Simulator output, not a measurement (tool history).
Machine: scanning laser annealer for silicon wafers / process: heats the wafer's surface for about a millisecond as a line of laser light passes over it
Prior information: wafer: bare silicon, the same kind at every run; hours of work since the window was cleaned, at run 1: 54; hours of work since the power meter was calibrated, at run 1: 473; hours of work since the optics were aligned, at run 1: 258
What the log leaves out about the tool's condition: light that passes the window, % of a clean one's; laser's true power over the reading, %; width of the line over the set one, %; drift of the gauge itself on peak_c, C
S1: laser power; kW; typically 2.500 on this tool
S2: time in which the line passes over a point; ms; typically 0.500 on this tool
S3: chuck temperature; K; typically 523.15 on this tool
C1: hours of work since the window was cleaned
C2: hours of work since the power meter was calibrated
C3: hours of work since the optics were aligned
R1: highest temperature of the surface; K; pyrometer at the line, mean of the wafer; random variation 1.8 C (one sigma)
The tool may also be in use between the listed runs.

run   hour     S1     S2      S3   C1   C2   C3       R1
  1    0.0  2.500  0.500  523.15   54  473  258  1339.15
  2   24.8  2.500  0.500  523.15   67  486  271  1338.15
  3   44.5  2.500  0.500  523.15   77  497  281  1338.15
  4   70.6  2.500  0.500  523.15   91  511  295  1341.15
  5   84.9  2.500  0.500  523.15   99  519  303  1338.15
  6  114.5  2.678  0.500  523.15  115  534  319  1394.15
  7  127.4  2.500  0.468  523.15  122  541  326  1309.15
  8  144.2  2.500  0.388  523.15  131  550  335  1228.15
  9  156.9  2.500  0.388  523.15  138  557  342  1227.15
 10  179.1  2.500  0.500  523.15  149  569  353  1339.15
 11  201.3  2.500  0.537  523.15  161  581  365  1372.15
 12  219.7  2.485  0.537  523.15  171  591  375  1369.15
 13  238.0  2.485  0.537  523.15  181  600  385  1363.15
 14  259.3  2.485  0.537  523.15  192  612  396  1367.15
 15  276.9  2.485  0.537  523.15  202  621  406  1366.15
 16  293.1  2.485  0.537  523.15  210  630  414  1368.15
 17  322.3  2.485  0.537  523.15  226  646  430  1363.15
 18  336.8  2.485  0.537  523.15  234  653  438  1364.15
 19  349.0  2.485  0.537  523.15  240  660  444  1367.15
 20  363.8  2.485  0.537  523.15  248  668  452  1364.15
 21  382.9  2.500  0.500  523.15  258  678  462  1335.15
 22  395.5  2.211  0.385  553.15  265  685  469  1175.15
     399.7  -- window over the wafer cleaned
 23  411.2  2.406  0.513  502.15    6  692  477  1295.15
 24  432.1  2.406  0.513  502.15   17  703  488  1291.15
 25  452.9  2.406  0.513  502.15   28  714  499  1295.15
 26  478.4  2.579  0.574  538.15   42  728  512  1445.15
 27  499.0  2.623  0.500  487.15   53  739  523  1335.15
 28  522.9  2.261  0.596  547.15   66  752  536  1360.15
 29  551.9  2.500  0.481  512.15   81  767  552  1301.15
     560.6  -- window over the wafer cleaned, once more
 30  583.2  2.500  0.424  485.15   12  783  567  1225.15
 31  599.3  2.171  0.553  541.15   21  792  576  1292.15
 32  621.6  2.260  0.615  541.15   33  804  588  1372.15
 33  636.1  2.558  0.501  508.15   40  811  596  1342.15
 34  652.5  2.558  0.501  508.15   49  820  604  1337.15
 35  677.0  2.558  0.501  508.15   62  833  618  1339.15
 36  704.6  2.325  0.422  558.15   77  848  632  1244.15
 37  722.7  2.398  0.543  491.15   87  858  642  1310.15
 38  750.2  2.609  0.500  523.15  101  872  657  1372.15
 39  766.9  2.609  0.500  523.15  110  881  666  1366.15
 40  787.3  2.609  0.500  523.15  121  892  677  1368.15
 41  813.9  2.609  0.458  523.15  135  906  691  1325.15

Branching from run 41: 4 alternative next runs. What would each branch give?
  A  841.3  2.619  0.356  556.15  150  921  705   ?
  B  841.3  2.609  0.458  503.15  150  921  705   ?
  C  841.3  2.573  0.543  535.15  150  921  705   ?
  D  841.3  2.500  0.500  523.15  150  921  705   ?

run       R1
  A  1255.15
  B  1309.15
  C  1410.15
  D  1334.15
The same runs, with their run-to-run variation unchanged, on a tool lacking any hidden condition would have given:
run       R1
  A  1265.15
  B  1320.15
  C  1422.15
  D  1345.15

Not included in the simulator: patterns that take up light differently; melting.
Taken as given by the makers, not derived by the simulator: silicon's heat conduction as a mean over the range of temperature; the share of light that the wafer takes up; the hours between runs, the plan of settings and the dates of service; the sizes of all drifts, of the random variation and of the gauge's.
